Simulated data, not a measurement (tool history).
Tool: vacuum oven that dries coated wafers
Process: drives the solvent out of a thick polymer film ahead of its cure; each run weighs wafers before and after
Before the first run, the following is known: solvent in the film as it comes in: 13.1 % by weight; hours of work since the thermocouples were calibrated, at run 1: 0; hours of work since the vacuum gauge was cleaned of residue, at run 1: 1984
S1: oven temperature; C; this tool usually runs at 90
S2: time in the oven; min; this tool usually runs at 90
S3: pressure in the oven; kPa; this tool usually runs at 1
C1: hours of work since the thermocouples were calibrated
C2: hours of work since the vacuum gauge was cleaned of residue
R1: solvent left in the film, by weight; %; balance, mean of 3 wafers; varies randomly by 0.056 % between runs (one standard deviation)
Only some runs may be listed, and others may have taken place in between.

{"run": 1, "hour": 0.0, "S1": 90, "S2": 90, "S3": 1, "C1": 0, "C2": 1984, "R1": 2.88}
{"run": 2, "hour": 54.7, "S1": 90, "S2": 90, "S3": 1, "C1": 31, "C2": 2015, "R1": 2.78}
{"run": 3, "hour": 161.4, "S1": 90, "S2": 90, "S3": 3.29, "C1": 92, "C2": 2076, "R1": 4.16}
{"run": 4, "hour": 275.4, "S1": 90, "S2": 66, "S3": 1, "C1": 156, "C2": 2141, "R1": 3.84}
{"run": 5, "hour": 403.7, "S1": 90, "S2": 90, "S3": 1.87, "C1": 229, "C2": 2213, "R1": 3.44}
{"run": 6, "hour": 508.2, "S1": 90, "S2": 90, "S3": 1, "C1": 289, "C2": 2273, "R1": 2.99}
{"run": 7, "hour": 580.1, "S1": 90, "S2": 90, "S3": 1, "C1": 329, "C2": 2314, "R1": 2.89}
{"run": 8, "hour": 680.7, "S1": 89, "S2": 90, "S3": 1, "C1": 387, "C2": 2371, "R1": 3.15}
{"run": 9, "hour": 795.6, "S1": 89, "S2": 90, "S3": 1, "C1": 452, "C2": 2436, "R1": 3.1}
{"run": 10, "hour": 854.0, "S1": 89, "S2": 90, "S3": 1, "C1": 485, "C2": 2469, "R1": 3.22}
{"run": 11, "hour": 928.4, "S1": 89, "S2": 90, "S3": 1, "C1": 527, "C2": 2511, "R1": 3.24}
{"run": 12, "hour": 986.0, "S1": 89, "S2": 90, "S3": 1, "C1": 560, "C2": 2544, "R1": 3.23}
{"run": 13, "hour": 1065.7, "S1": 89, "S2": 90, "S3": 1, "C1": 605, "C2": 2589, "R1": 3.23}
{"run": 14, "hour": 1127.5, "S1": 89, "S2": 90, "S3": 1, "C1": 640, "C2": 2624, "R1": 3.3}
{"run": 15, "hour": 1231.7, "S1": 89, "S2": 90, "S3": 3.31, "C1": 699, "C2": 2684, "R1": 4.82}
{"run": 16, "hour": 1307.6, "S1": 90, "S2": 101, "S3": 1, "C1": 743, "C2": 2727, "R1": 2.72}
{"run": 17, "hour": 1404.4, "S1": 90, "S2": 101, "S3": 1, "C1": 798, "C2": 2782, "R1": 2.65}
{"run": 18, "hour": 1495.8, "S1": 90, "S2": 101, "S3": 1, "C1": 849, "C2": 2834, "R1": 2.85}
{"run": 19, "hour": 1585.4, "S1": 90, "S2": 101, "S3": 1, "C1": 900, "C2": 2884, "R1": 2.69}
{"run": 20, "hour": 1663.6, "S1": 90, "S2": 101, "S3": 1, "C1": 945, "C2": 2929, "R1": 2.89}
{"run": 21, "hour": 1740.7, "S1": 90, "S2": 80, "S3": 1, "C1": 989, "C2": 2973, "R1": 3.65}
{"run": 22, "hour": 1869.0, "S1": 90, "S2": 80, "S3": 1, "C1": 1061, "C2": 3046, "R1": 3.62}
{"run": 23, "hour": 1923.1, "S1": 90, "S2": 90, "S3": 1, "C1": 1092, "C2": 3076, "R1": 3.24}
{"run": 24, "hour": 2012.7, "S1": 100, "S2": 150, "S3": 0.66, "C1": 1143, "C2": 3127, "R1": 0.89}
{"run": 25, "hour": 2088.7, "S1": 98, "S2": 101, "S3": 1.97, "C1": 1186, "C2": 3170, "R1": 2.27}
{"run": 26, "hour": 2167.5, "S1": 98, "S2": 101, "S3": 1.97, "C1": 1231, "C2": 3215, "R1": 2.24}
{"run": 27, "hour": 2293.2, "S1": 98, "S2": 102, "S3": 1, "C1": 1302, "C2": 3286, "R1": 1.82}
{"hour": 2306.2, "done": "oven's thermocouples calibrated"}
{"run": 28, "hour": 2359.9, "S1": 102, "S2": 59, "S3": 1, "C1": 31, "C2": 3323, "R1": 2.17}
{"run": 29, "hour": 2444.9, "S1": 102, "S2": 59, "S3": 1, "C1": 79, "C2": 3371, "R1": 2.18}
{"hour": 2525.2, "done": "vacuum gauge cleaned of residue and calibrated"}
{"run": 30, "hour": 2539.9, "S1": 102, "S2": 59, "S3": 1, "C1": 132, "C2": 8, "R1": 1.92}
{"run": 31, "hour": 2666.0, "S1": 90, "S2": 47, "S3": 3.89, "C1": 204, "C2": 80, "R1": 6.03}
{"run": 32, "hour": 2754.2, "S1": 104, "S2": 91, "S3": 1, "C1": 254, "C2": 130, "R1": 0.82}
{"run": 33, "hour": 2854.0, "S1": 104, "S2": 91, "S3": 1, "C1": 310, "C2": 187, "R1": 0.75}
{"run": 34, "hour": 2910.1, "S1": 89, "S2": 90, "S3": 1.5, "C1": 342, "C2": 219, "R1": 2.93}
{"run": 35, "hour": 2979.2, "S1": 89, "S2": 90, "S3": 1.5, "C1": 381, "C2": 258, "R1": 2.93}
{"run": 36, "hour": 3072.7, "S1": 89, "S2": 77, "S3": 1.26, "C1": 434, "C2": 311, "R1": 3.3}
{"run": 37, "hour": 3127.6, "S1": 89, "S2": 77, "S3": 1.26, "C1": 466, "C2": 342, "R1": 3.35}
{"run": 38, "hour": 3243.0, "S1": 101, "S2": 76, "S3": 0.56, "C1": 531, "C2": 408, "R1": 1.17}
{"run": 39, "hour": 3359.0, "S1": 101, "S2": 122, "S3": 0.68, "C1": 597, "C2": 473, "R1": 0.68}
{"run": 40, "hour": 3439.0, "S1": 105, "S2": 133, "S3": 3.14, "C1": 642, "C2": 519, "R1": 1.38}
{"run": 41, "hour": 3512.4, "S1": 105, "S2": 94, "S3": 3.14, "C1": 684, "C2": 561, "R1": 1.64}
{"run": 42, "hour": 3633.8, "S1": 77, "S2": 63, "S3": 1.26, "C1": 753, "C2": 630, "R1": 6.66}
{"run": 43, "hour": 3760.5, "S1": 95, "S2": 90, "S3": 1.26, "C1": 825, "C2": 702, "R1": 2.09}
{"run": 44, "hour": 3848.4, "S1": 95, "S2": 90, "S3": 1.26, "C1": 875, "C2": 751, "R1": 2.09}
{"run": 45, "hour": 3908.3, "S1": 101, "S2": 161, "S3": 1.12, "C1": 909, "C2": 785, "R1": 0.78}
{"run": 46, "hour": 4030.0, "S1": 93, "S2": 90, "S3": 2.09, "C1": 978, "C2": 855, "R1": 2.87}

Below are 3 alternative next runs, each starting from the tool's condition after run 46. Predict each:
{"run": "A", "hour": 4144.2, "S1": 87, "S2": 100, "S3": 3.37, "C1": 1043, "C2": 919, "R1": "?"}
{"run": "B", "hour": 4144.2, "S1": 78, "S2": 90, "S3": 1, "C1": 1043, "C2": 919, "R1": "?"}
{"run": "C", "hour": 4144.2, "S1": 88, "S2": 90, "S3": 0.66, "C1": 1043, "C2": 919, "R1": "?"}

run=A R1=4.6
run=B R1=4.98
run=C R1=2.88
With the hidden condition removed and each run's random variation left untouched, the same runs would have given:
run=A R1=4.31
run=B R1=4.66
run=C R1=2.62
